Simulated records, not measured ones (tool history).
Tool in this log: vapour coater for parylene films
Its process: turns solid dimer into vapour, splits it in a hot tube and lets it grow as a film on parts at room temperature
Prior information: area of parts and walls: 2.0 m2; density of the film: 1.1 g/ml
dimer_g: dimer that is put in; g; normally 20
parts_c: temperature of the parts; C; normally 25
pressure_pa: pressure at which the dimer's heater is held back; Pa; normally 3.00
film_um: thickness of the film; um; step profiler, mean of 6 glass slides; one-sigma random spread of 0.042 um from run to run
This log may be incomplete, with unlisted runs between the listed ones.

| run | day | dimer_g | parts_c | pressure_pa | film_um |
|---|---|---|---|---|---|
| 1 | 0.000 | 20 | 25 | 3.00 | 5.31 |
| 2 | 1.967 | 20 | 26 | 3.00 | 5.15 |
| 3 | 3.442 | 20 | 26 | 3.00 | 5.09 |
| 4 | 4.750 | 20 | 25 | 3.00 | 5.32 |
| 5 | 6.200 | 20 | 25 | 3.37 | 5.22 |
| 6 | 7.679 | 34 | 25 | 3.37 | 8.73 |
| 7 | 10.033 | 20 | 25 | 3.00 | 5.14 |
| 8 | 12.612 | 16 | 25 | 3.00 | 4.10 |
| 9 | 13.942 | 20 | 31 | 3.00 | 4.30 |
| 10 | 15.446 | 13 | 25 | 3.00 | 3.33 |
| 11 | 17.492 | 13 | 25 | 3.00 | 3.29 |
| 12 | 18.629 | 28 | 25 | 3.00 | 7.17 |
| 13 | 20.171 | 28 | 17 | 3.00 | 9.03 |
| 14 | 21.271 | 20 | 25 | 3.00 | 5.12 |
| 15 | 22.879 | 12 | 25 | 6.58 | 2.89 |
| 16 | 25.254 | 12 | 17 | 8.15 | 3.63 |
| 17 | 27.083 | 12 | 17 | 8.15 | 3.58 |
|  | 29.675 | trap's valve overhauled |
| 18 | 29.796 | 12 | 17 | 8.15 | 3.77 |
| 19 | 31.012 | 12 | 17 | 8.15 | 3.72 |
| 20 | 32.333 | 12 | 17 | 8.15 | 3.65 |
| 21 | 33.996 | 9 | 21 | 4.85 | 2.54 |
| 22 | 36.417 | 9 | 21 | 4.85 | 2.53 |
| 23 | 37.758 | 9 | 37 | 2.11 | 1.67 |
| 24 | 40.179 | 11 | 33 | 5.24 | 2.20 |
| 25 | 42.712 | 10 | 21 | 5.74 | 2.78 |
| 26 | 43.792 | 16 | 25 | 3.20 | 4.06 |

Run 27 is up next; what results do you expect?
| 27 | 46.162 | 16 | 25 | 5.52 | ? |

{"run 27": {"film_um": 3.97}}
On a tool with no hidden condition, and with the same random variation, this run would have come out at film_um 4.21 um.
